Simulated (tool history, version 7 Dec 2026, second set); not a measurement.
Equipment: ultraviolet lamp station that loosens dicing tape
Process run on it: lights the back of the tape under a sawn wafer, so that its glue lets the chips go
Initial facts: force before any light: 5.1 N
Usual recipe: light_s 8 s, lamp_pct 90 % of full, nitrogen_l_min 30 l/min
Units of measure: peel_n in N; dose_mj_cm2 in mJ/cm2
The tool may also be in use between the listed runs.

run	day	light_s	lamp_pct	nitrogen_l_min	peel_n	dose_mj_cm2
1	0	8	90	30	0.17	528
2	1.938	8	90	30	0.174	536
3	3.371	8	90	30	0.171	539
4	6.521	8	76	30	0.229	448
5	9.808	5	90	30	0.374	331
6	11.229	5	90	30	0.368	331
7	14.067	5	90	30	0.38	336
8	17.346	5	90	30	0.367	331
9	19.096	5	90	30	0.386	334
10	21.946	8	91	30	0.177	533
# day 24.325: window cleaned of glue's vapour
11	25.171	8	91	30	0.177	539
12	28.388	6	90	30	0.258	394
13	30.929	8	90	30	0.175	526
# day 32.954: lamp changed
14	34.117	8	90	30	0.187	535
15	35.833	11	90	30	0.146	735
16	39.204	8	90	11	0.264	535
17	41.462	8	90	11	0.265	524
18	44.571	8	90	11	0.249	529
19	45.954	8	90	11	0.255	534
# day 48.608: window cleaned of glue's vapour
20	48.983	8	61	11	0.543	362
21	51.112	12	88	42	0.143	776
22	53.996	12	88	42	0.141	776
23	56.429	12	88	42	0.142	772
24	58.983	12	88	42	0.136	774
25	61.542	12	88	42	0.134	776
26	64.879	12	88	42	0.147	783
27	68.079	12	88	42	0.143	780
28	69.621	5	85	30	0.428	314
29	72.675	5	85	30	0.43	312
# day 72.946: window cleaned of glue's vapour
30	74.938	5	85	30	0.421	314
# day 75.554: lamp changed
31	76.562	11	84	59	0.153	688
32	78.283	11	70	42	0.161	573
33	81.438	11	70	42	0.159	570
34	83.788	7	87	12	0.352	449
35	86.004	7	87	12	0.335	450
36	88.988	9	74	41	0.17	495
37	92.4	9	79	58	0.153	521

Consider 3 possible next runs. They are alternatives, not a sequence: every one starts from the tool as it was left by run 37. What does each give?
A	94.096	9	76	58	?	?
B	94.096	8	90	20	?	?
C	94.096	7	77	30	?	?

run	peel_n	dose_mj_cm2
A	0.168	506
B	0.203	532
C	0.268	398
Without the tool's hidden state the same runs would have given:
run	peel_n	dose_mj_cm2
A	0.168	508
B	0.202	533
C	0.267	399

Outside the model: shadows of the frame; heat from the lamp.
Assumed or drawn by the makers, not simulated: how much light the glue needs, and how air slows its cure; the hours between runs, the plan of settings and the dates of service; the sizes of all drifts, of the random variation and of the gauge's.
